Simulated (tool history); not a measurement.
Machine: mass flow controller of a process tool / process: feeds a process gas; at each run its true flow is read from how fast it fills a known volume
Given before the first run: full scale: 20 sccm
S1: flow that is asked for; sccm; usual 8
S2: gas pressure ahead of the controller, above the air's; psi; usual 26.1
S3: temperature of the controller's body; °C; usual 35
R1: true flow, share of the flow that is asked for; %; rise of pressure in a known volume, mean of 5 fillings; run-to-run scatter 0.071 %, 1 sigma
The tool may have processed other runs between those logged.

| run | hour | S1 | S2 | S3 | R1 |
|---|---|---|---|---|---|
| 1 | 0.0 | 8 | 26.1 | 35 | 101.81 |
| 2 | 95.8 | 8 | 26.1 | 35 | 101.89 |
| 3 | 169.5 | 8 | 23.1 | 35 | 101.95 |
| 4 | 251.2 | 8 | 23.1 | 31 | 101.48 |
| 5 | 341.5 | 8 | 23.1 | 31 | 101.55 |
| 6 | 410.5 | 8 | 23.1 | 31 | 101.65 |
| 7 | 507.4 | 8 | 26.1 | 32 | 101.87 |
| 8 | 593.3 | 8 | 26.1 | 35 | 102.10 |
| 9 | 685.0 | 8 | 26.1 | 35 | 102.28 |
| 10 | 816.7 | 8 | 26.1 | 35 | 102.25 |
| 11 | 898.4 | 8 | 26.1 | 35 | 102.23 |
| 12 | 1005.1 | 8 | 26.1 | 35 | 102.31 |
| 13 | 1119.8 | 8 | 26.7 | 35 | 102.42 |
| 14 | 1228.3 | 6 | 26.1 | 35 | 102.90 |
| 15 | 1294.0 | 8 | 22.9 | 35 | 102.49 |
| 16 | 1419.5 | 8 | 22.9 | 35 | 102.44 |
| 17 | 1529.3 | 8 | 22.9 | 35 | 102.37 |
| 18 | 1616.9 | 8 | 22.9 | 35 | 102.58 |
| 19 | 1681.5 | 7 | 26.1 | 35 | 102.79 |
| 20 | 1742.6 | 7 | 26.1 | 35 | 102.81 |
| 21 | 1872.0 | 7 | 26.1 | 35 | 102.94 |
|  | 1880.8 | controller's zero set anew |
| 22 | 1937.0 | 7 | 26.1 | 35 | 104.14 |
| 23 | 2065.6 | 8 | 26.1 | 35 | 103.98 |
| 24 | 2161.7 | 8 | 26.1 | 35 | 103.94 |
| 25 | 2226.4 | 8 | 26.1 | 35 | 103.93 |
| 26 | 2333.4 | 2 | 21.2 | 21 | 112.74 |
| 27 | 2416.5 | 5 | 21.3 | 23 | 104.47 |
| 28 | 2501.4 | 8 | 26.1 | 36 | 104.10 |
| 29 | 2570.4 | 8 | 23.1 | 35 | 104.05 |
|  | 2650.7 | controller's zero set anew, once more |
| 30 | 2664.4 | 4 | 24.8 | 24 | 98.78 |
| 31 | 2768.6 | 4 | 24.8 | 26 | 99.12 |
| 32 | 2872.1 | 4 | 28.0 | 26 | 99.10 |
| 33 | 2939.5 | 2 | 26.4 | 23 | 99.01 |
| 34 | 3072.1 | 7 | 35.8 | 32 | 100.34 |
| 35 | 3141.0 | 11 | 39.7 | 29 | 100.39 |
| 36 | 3219.2 | 7 | 26.1 | 23 | 99.13 |
| 37 | 3323.3 | 9 | 21.5 | 32 | 100.41 |
| 38 | 3407.1 | 3 | 26.1 | 36 | 100.73 |
| 39 | 3500.3 | 3 | 26.1 | 36 | 100.89 |
| 40 | 3624.9 | 19 | 26.1 | 36 | 101.73 |
| 41 | 3704.0 | 8 | 26.1 | 35 | 100.76 |
| 42 | 3799.6 | 8 | 38.9 | 35 | 100.93 |
| 43 | 3868.2 | 2 | 24.8 | 31 | 101.09 |
| 44 | 3968.0 | 2 | 21.0 | 31 | 101.20 |
| 45 | 4064.5 | 2 | 38.9 | 26 | 100.95 |
| 46 | 4124.7 | 3 | 24.9 | 33 | 100.92 |
| 47 | 4248.3 | 3 | 24.9 | 33 | 101.14 |
| 48 | 4354.9 | 8 | 25.1 | 31 | 100.56 |
| 49 | 4436.7 | 13 | 36.8 | 33 | 101.26 |

Some steps in R1, run to run, broken into two amounts with sign: the step expected even without the hidden condition (settings, incoming material, random variation), and the rest, left for the hidden condition together with whatever gauge scatter is not in both the measured and the hidden-condition-free result:
Hidden state present: flow at rest that the sensor doesn't see, % of full scale; true flow over the shown one, %; drift of the gauge itself on true_pct, %.
Run 25 -> 26: S1 8 -> 2, S2 26.1 -> 21.2, S3 35 -> 21. R1 +8.81 %: hidden state +10.96, all else -2.15.
Run 26 -> 27: S1 2 -> 5, S2 21.2 -> 21.3, S3 21 -> 23. R1 -8.27 %: hidden state -8.68, all else +0.41.
Run 29 -> 30: S1 8 -> 4, S2 23.1 -> 24.8, S3 35 -> 24, controller's zero set anew, once more. R1 -5.27 %: hidden state -3.66, all else -1.61.

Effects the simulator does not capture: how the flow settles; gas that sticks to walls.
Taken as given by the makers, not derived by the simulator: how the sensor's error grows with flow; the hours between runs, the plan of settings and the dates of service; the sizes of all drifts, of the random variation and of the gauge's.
